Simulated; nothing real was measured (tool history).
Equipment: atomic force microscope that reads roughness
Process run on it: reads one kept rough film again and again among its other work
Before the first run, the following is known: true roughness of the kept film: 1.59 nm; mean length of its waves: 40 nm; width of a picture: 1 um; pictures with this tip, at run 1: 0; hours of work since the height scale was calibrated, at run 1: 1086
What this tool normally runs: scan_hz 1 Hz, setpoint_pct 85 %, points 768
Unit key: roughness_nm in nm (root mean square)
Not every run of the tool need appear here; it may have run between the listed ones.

run,hour,scan_hz,setpoint_pct,points,pictures with this tip,hours of work since the height scale was calibrated,roughness_nm
1,0,1,85,768,0,1086,1.515
2,26.8,1,85,886,51,1105,1.452
# hour 34.5: new tip fitted
3,64.2,1,85,886,56,1130,1.451
# hour 69.8: new tip fitted
4,97.9,1,85,886,53,1152,1.45
# hour 101.3: height scale calibrated on a step standard
# hour 105.9: new tip fitted
5,127.1,1,85,768,40,17,1.474
# hour 140.4: new tip fitted
6,146.8,1.19,57,768,12,30,1.546

What will run 7 give?
# hour 176.2: new tip fitted
7,176.7,1,85,703,1,50,?

roughness_nm: 1.513 nm (root mean square)
With the hidden condition absent and the run-to-run variation left alone, this run would have shown roughness_nm 1.506 nm (root mean square).
